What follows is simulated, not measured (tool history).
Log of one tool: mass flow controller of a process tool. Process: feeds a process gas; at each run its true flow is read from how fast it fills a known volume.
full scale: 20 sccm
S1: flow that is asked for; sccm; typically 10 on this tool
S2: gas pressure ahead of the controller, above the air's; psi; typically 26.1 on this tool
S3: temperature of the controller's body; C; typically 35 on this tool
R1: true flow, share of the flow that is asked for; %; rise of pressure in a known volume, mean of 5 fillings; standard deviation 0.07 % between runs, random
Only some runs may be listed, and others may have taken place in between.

run 1 hour=0 | S1=10 S2=26.1 S3=35 | R1=98.79
run 2 hour=46.6 | S1=10 S2=26.1 S3=35 | R1=98.94
run 3 hour=112.3 | S1=10 S2=26.1 S3=35 | R1=98.99
run 4 hour=167.4 | S1=10 S2=26.1 S3=35 | R1=98.84
run 5 hour=209.4 | S1=10 S2=26.1 S3=35 | R1=98.96
run 6 hour=250.4 | S1=10 S2=26.1 S3=35 | R1=99.05
run 7 hour=342 | S1=10 S2=26.1 S3=35 | R1=98.94
run 8 hour=406.9 | S1=10 S2=26.1 S3=35 | R1=99.02
run 9 hour=454.5 | S1=10 S2=26.1 S3=25 | R1=98.67
run 10 hour=514.2 | S1=17 S2=26.1 S3=35 | R1=99.83
run 11 hour=588.1 | S1=10 S2=24.2 S3=35 | R1=99.05
run 12 hour=662.4 | S1=10 S2=24.2 S3=35 | R1=99.03
run 13 hour=752.9 | S1=10 S2=36 S3=35 | R1=98.88
run 14 hour=822.4 | S1=10 S2=26.1 S3=35 | R1=99.14
run 15 hour=878.9 | S1=10 S2=26.1 S3=35 | R1=99.09
-- hour=885 controller's zero set anew
run 16 hour=965.9 | S1=10 S2=26.1 S3=35 | R1=99.28
run 17 hour=1031.7 | S1=10 S2=26.1 S3=34 | R1=99.15
-- hour=1099.6 controller's zero set anew, once more
run 18 hour=1109.9 | S1=10 S2=26.1 S3=34 | R1=98.2
run 19 hour=1155.5 | S1=10 S2=26.1 S3=34 | R1=98.17
run 20 hour=1234 | S1=10 S2=38.9 S3=35 | R1=97.86
run 21 hour=1283.4 | S1=10 S2=38.9 S3=35 | R1=98.05
run 22 hour=1357 | S1=10 S2=38.9 S3=35 | R1=97.98
run 23 hour=1406.9 | S1=10 S2=26.1 S3=35 | R1=98.23
run 24 hour=1469.2 | S1=10 S2=26.1 S3=35 | R1=98.2
run 25 hour=1545.9 | S1=10 S2=26.1 S3=35 | R1=98.14
run 26 hour=1597.2 | S1=2 S2=26.1 S3=35 | R1=97.35
run 27 hour=1666.7 | S1=10 S2=20.6 S3=35 | R1=98.16
run 28 hour=1745.3 | S1=10 S2=20.6 S3=35 | R1=98.44
run 29 hour=1826.6 | S1=11 S2=35.2 S3=25 | R1=98.01
run 30 hour=1899.6 | S1=6 S2=36.5 S3=36 | R1=97.56
run 31 hour=1978.6 | S1=12 S2=31.5 S3=35 | R1=98.53
run 32 hour=2069 | S1=12 S2=31.5 S3=35 | R1=98.42
run 33 hour=2144 | S1=12 S2=31.5 S3=35 | R1=98.55
run 34 hour=2196 | S1=7 S2=26.1 S3=35 | R1=97.82
run 35 hour=2282 | S1=10 S2=26.1 S3=33 | R1=98.33
run 36 hour=2370.6 | S1=8 S2=26.1 S3=32 | R1=97.83
run 37 hour=2412.7 | S1=10 S2=21.5 S3=35 | R1=98.31
run 38 hour=2453.1 | S1=10 S2=26 S3=26 | R1=98.04
run 39 hour=2529.5 | S1=5 S2=26.1 S3=29 | R1=97.6
run 40 hour=2606.8 | S1=5 S2=26.1 S3=29 | R1=97.67
run 41 hour=2682.9 | S1=10 S2=28.1 S3=35 | R1=98.34
run 42 hour=2738.3 | S1=3 S2=30.9 S3=23 | R1=97.59
run 43 hour=2811.7 | S1=10 S2=33.5 S3=26 | R1=98.09
run 44 hour=2891.1 | S1=10 S2=32.5 S3=30 | R1=98.17
run 45 hour=2963.6 | S1=18 S2=20.9 S3=35 | R1=99.55
run 46 hour=3036.7 | S1=3 S2=24.2 S3=35 | R1=98.1
run 47 hour=3084.9 | S1=3 S2=24.2 S3=35 | R1=98.21

A few steps of R1 between consecutive runs. Split each: what settings, incoming material and random variation would produce without the hidden state, and what is left over for the hidden state, along with gauge scatter present in only one of the two compared results (measured, and without hidden state):
Unlogged tool condition in this case: flow at rest that the sensor doesn't see, % of full scale; true flow over the shown one, %; drift of the gauge itself on true_pct, %.
Run 9 -> 10: S1 10 -> 17, S3 25 -> 35. R1 +1.16 %: hidden state -0.34, all else +1.5.
Run 17 -> 18: controller's zero set anew, once more. R1 -0.95 %: hidden state -1.16, all else +0.21.
Run 41 -> 42: S1 10 -> 3, S2 28.1 -> 30.9, S3 35 -> 23. R1 -0.75 %: hidden state +0.82, all else -1.57.
Run 44 -> 45: S1 10 -> 18, S2 32.5 -> 20.9, S3 30 -> 35. R1 +1.38 %: hidden state -0.17, all else +1.55.
Run 45 -> 46: S1 18 -> 3, S2 20.9 -> 24.2. R1 -1.45 %: hidden state +1.15, all else -2.6.
